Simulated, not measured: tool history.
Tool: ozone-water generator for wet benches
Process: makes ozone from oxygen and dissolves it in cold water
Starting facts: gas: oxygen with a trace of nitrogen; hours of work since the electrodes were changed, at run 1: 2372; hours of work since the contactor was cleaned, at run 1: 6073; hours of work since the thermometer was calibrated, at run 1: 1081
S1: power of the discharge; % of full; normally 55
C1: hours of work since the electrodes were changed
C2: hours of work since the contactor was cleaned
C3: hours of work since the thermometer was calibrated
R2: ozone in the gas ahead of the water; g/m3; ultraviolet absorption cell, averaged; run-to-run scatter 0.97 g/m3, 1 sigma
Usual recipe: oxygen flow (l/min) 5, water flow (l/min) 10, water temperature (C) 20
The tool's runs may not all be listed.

{"run": 1, "day": 0.0, "S1": 55, "oxygen flow (l/min)": 5, "water flow (l/min)": 10, "water temperature (C)": 20, "C1": 2372, "C2": 6073, "C3": 1081, "dissolved ozone (ppm)": 24, "R2": 158.7}
{"run": 2, "day": 3.392, "S1": 55, "oxygen flow (l/min)": 5, "water flow (l/min)": 9, "water temperature (C)": 20, "C1": 2447, "C2": 6149, "C3": 1156, "dissolved ozone (ppm)": 25.5, "R2": 157.4}
{"run": 3, "day": 6.608, "S1": 55, "oxygen flow (l/min)": 5, "water flow (l/min)": 9, "water temperature (C)": 20, "C1": 2519, "C2": 6220, "C3": 1228, "dissolved ozone (ppm)": 25.7, "R2": 157.1}
{"run": 4, "day": 9.817, "S1": 55, "oxygen flow (l/min)": 5, "water flow (l/min)": 9, "water temperature (C)": 20, "C1": 2590, "C2": 6292, "C3": 1299, "dissolved ozone (ppm)": 25.7, "R2": 158.3}
{"run": 5, "day": 12.738, "S1": 55, "oxygen flow (l/min)": 5, "water flow (l/min)": 7, "water temperature (C)": 20, "C1": 2655, "C2": 6357, "C3": 1364, "dissolved ozone (ppm)": 29.8, "R2": 156.3}
{"run": 6, "day": 15.946, "S1": 48, "oxygen flow (l/min)": 5, "water flow (l/min)": 10, "water temperature (C)": 20, "C1": 2727, "C2": 6428, "C3": 1436, "dissolved ozone (ppm)": 21.8, "R2": 144.3}
{"run": 7, "day": 17.5, "S1": 48, "oxygen flow (l/min)": 5, "water flow (l/min)": 10, "water temperature (C)": 20, "C1": 2762, "C2": 6463, "C3": 1470, "dissolved ozone (ppm)": 22, "R2": 144.7}
{"run": 8, "day": 20.25, "S1": 55, "oxygen flow (l/min)": 3.44, "water flow (l/min)": 10, "water temperature (C)": 20, "C1": 2823, "C2": 6524, "C3": 1532, "dissolved ozone (ppm)": 25.3, "R2": 196.2}
{"run": 9, "day": 23.671, "S1": 55, "oxygen flow (l/min)": 5.06, "water flow (l/min)": 10, "water temperature (C)": 20, "C1": 2899, "C2": 6600, "C3": 1608, "dissolved ozone (ppm)": 24.2, "R2": 154.4}
{"run": 10, "day": 26.996, "S1": 55, "oxygen flow (l/min)": 5.06, "water flow (l/min)": 10, "water temperature (C)": 20, "C1": 2973, "C2": 6675, "C3": 1682, "dissolved ozone (ppm)": 23.9, "R2": 155}
{"run": 11, "day": 28.85, "S1": 55, "oxygen flow (l/min)": 5.06, "water flow (l/min)": 10, "water temperature (C)": 20, "C1": 3014, "C2": 6716, "C3": 1723, "dissolved ozone (ppm)": 23.9, "R2": 155.7}
{"run": 12, "day": 32.088, "S1": 55, "oxygen flow (l/min)": 5.06, "water flow (l/min)": 10, "water temperature (C)": 20, "C1": 3086, "C2": 6788, "C3": 1795, "dissolved ozone (ppm)": 23.8, "R2": 156.5}
{"run": 13, "day": 35.608, "S1": 55, "oxygen flow (l/min)": 5.06, "water flow (l/min)": 10, "water temperature (C)": 20, "C1": 3165, "C2": 6866, "C3": 1874, "dissolved ozone (ppm)": 23.5, "R2": 153.3}
{"run": 14, "day": 37.804, "S1": 55, "oxygen flow (l/min)": 5.06, "water flow (l/min)": 10, "water temperature (C)": 20, "C1": 3214, "C2": 6915, "C3": 1923, "dissolved ozone (ppm)": 23.5, "R2": 152.9}
{"run": 15, "day": 41.258, "S1": 55, "oxygen flow (l/min)": 5, "water flow (l/min)": 10, "water temperature (C)": 20, "C1": 3291, "C2": 6992, "C3": 2000, "dissolved ozone (ppm)": 23.5, "R2": 156.3}
{"run": 16, "day": 44.817, "S1": 55, "oxygen flow (l/min)": 5, "water flow (l/min)": 10, "water temperature (C)": 20, "C1": 3370, "C2": 7072, "C3": 2079, "dissolved ozone (ppm)": 23.4, "R2": 154.8}
{"run": 17, "day": 47.525, "S1": 55, "oxygen flow (l/min)": 3.97, "water flow (l/min)": 16, "water temperature (C)": 20, "C1": 3430, "C2": 7132, "C3": 2139, "dissolved ozone (ppm)": 16.5, "R2": 176.4}
{"run": 18, "day": 50.321, "S1": 55, "oxygen flow (l/min)": 3.97, "water flow (l/min)": 16, "water temperature (C)": 20, "C1": 3493, "C2": 7194, "C3": 2201, "dissolved ozone (ppm)": 16.5, "R2": 176}
{"day": 50.667, "done": "water thermometer calibrated"}
{"run": 19, "day": 53.254, "S1": 55, "oxygen flow (l/min)": 3.35, "water flow (l/min)": 14, "water temperature (C)": 20, "C1": 3557, "C2": 7259, "C3": 58, "dissolved ozone (ppm)": 18.9, "R2": 196.4}
{"run": 20, "day": 56.242, "S1": 55, "oxygen flow (l/min)": 2.56, "water flow (l/min)": 12, "water temperature (C)": 20, "C1": 3624, "C2": 7326, "C3": 124, "dissolved ozone (ppm)": 22, "R2": 229.9}
{"run": 21, "day": 58.217, "S1": 55, "oxygen flow (l/min)": 6.72, "water flow (l/min)": 6, "water temperature (C)": 20, "C1": 3668, "C2": 7370, "C3": 168, "dissolved ozone (ppm)": 27.7, "R2": 128.4}
{"run": 22, "day": 61.938, "S1": 85, "oxygen flow (l/min)": 2.66, "water flow (l/min)": 10, "water temperature (C)": 19, "C1": 3751, "C2": 7452, "C3": 251, "dissolved ozone (ppm)": 33.6, "R2": 293.5}
{"run": 23, "day": 65.308, "S1": 55, "oxygen flow (l/min)": 5, "water flow (l/min)": 14, "water temperature (C)": 21, "C1": 3826, "C2": 7527, "C3": 326, "dissolved ozone (ppm)": 17.6, "R2": 153.6}
{"run": 24, "day": 67.342, "S1": 79, "oxygen flow (l/min)": 5, "water flow (l/min)": 10, "water temperature (C)": 20, "C1": 3871, "C2": 7573, "C3": 371, "dissolved ozone (ppm)": 29.1, "R2": 189.4}
{"run": 25, "day": 69.621, "S1": 79, "oxygen flow (l/min)": 5, "water flow (l/min)": 10, "water temperature (C)": 20, "C1": 3922, "C2": 7624, "C3": 422, "dissolved ozone (ppm)": 28.8, "R2": 189}
{"day": 72.538, "done": "water thermometer calibrated, once more"}
{"run": 26, "day": 72.538, "S1": 79, "oxygen flow (l/min)": 5, "water flow (l/min)": 10, "water temperature (C)": 20, "C1": 3987, "C2": 7688, "C3": 0, "dissolved ozone (ppm)": 29.1, "R2": 189.1}
{"run": 27, "day": 74.333, "S1": 83, "oxygen flow (l/min)": 4.16, "water flow (l/min)": 13, "water temperature (C)": 15, "C1": 4027, "C2": 7728, "C3": 40, "dissolved ozone (ppm)": 27.2, "R2": 218}
{"run": 28, "day": 76.179, "S1": 83, "oxygen flow (l/min)": 4.16, "water flow (l/min)": 13, "water temperature (C)": 15, "C1": 4068, "C2": 7769, "C3": 81, "dissolved ozone (ppm)": 27, "R2": 216.9}
{"run": 29, "day": 79.362, "S1": 55, "oxygen flow (l/min)": 6.04, "water flow (l/min)": 10, "water temperature (C)": 20, "C1": 4139, "C2": 7840, "C3": 152, "dissolved ozone (ppm)": 22.3, "R2": 136.7}
{"run": 30, "day": 82.638, "S1": 55, "oxygen flow (l/min)": 6.04, "water flow (l/min)": 10, "water temperature (C)": 20, "C1": 4211, "C2": 7913, "C3": 225, "dissolved ozone (ppm)": 22.3, "R2": 136.5}
{"run": 31, "day": 85.45, "S1": 76, "oxygen flow (l/min)": 3.01, "water flow (l/min)": 11, "water temperature (C)": 20, "C1": 4274, "C2": 7976, "C3": 288, "dissolved ozone (ppm)": 28, "R2": 249.6}
{"run": 32, "day": 87.971, "S1": 76, "oxygen flow (l/min)": 3.01, "water flow (l/min)": 11, "water temperature (C)": 20, "C1": 4330, "C2": 8032, "C3": 344, "dissolved ozone (ppm)": 28.1, "R2": 247.9}

4 ways to go on from here, each from the tool as it stands after run 32. What would each give?
{"run": "A", "day": 90.317, "S1": 55, "oxygen flow (l/min)": 5, "water flow (l/min)": 10, "water temperature (C)": 13, "C1": 4383, "C2": 8084, "C3": 396, "dissolved ozone (ppm)": "?", "R2": "?"}
{"run": "B", "day": 90.317, "S1": 41, "oxygen flow (l/min)": 3.01, "water flow (l/min)": 16, "water temperature (C)": 28, "C1": 4383, "C2": 8084, "C3": 396, "dissolved ozone (ppm)": "?", "R2": "?"}
{"run": "C", "day": 90.317, "S1": 76, "oxygen flow (l/min)": 3.01, "water flow (l/min)": 8, "water temperature (C)": 14, "C1": 4383, "C2": 8084, "C3": 396, "dissolved ozone (ppm)": "?", "R2": "?"}
{"run": "D", "day": 90.317, "S1": 76, "oxygen flow (l/min)": 3.01, "water flow (l/min)": 11, "water temperature (C)": 24, "C1": 4383, "C2": 8084, "C3": 396, "dissolved ozone (ppm)": "?", "R2": "?"}

run=A dissolved_ozone_(ppm)=26.5 R2=149.7
run=B dissolved_ozone_(ppm)=12.4 R2=174.1
run=C dissolved_ozone_(ppm)=39.5 R2=247.1
run=D dissolved_ozone_(ppm)=26.8 R2=249.8
Take away the tool's hidden state, keep each run's random variation, and the runs would have read:
run=A dissolved_ozone_(ppm)=29.9 R2=163.8
run=B dissolved_ozone_(ppm)=13.9 R2=186.8
run=C dissolved_ozone_(ppm)=45.4 R2=276.3
run=D dissolved_ozone_(ppm)=31.1 R2=279.2

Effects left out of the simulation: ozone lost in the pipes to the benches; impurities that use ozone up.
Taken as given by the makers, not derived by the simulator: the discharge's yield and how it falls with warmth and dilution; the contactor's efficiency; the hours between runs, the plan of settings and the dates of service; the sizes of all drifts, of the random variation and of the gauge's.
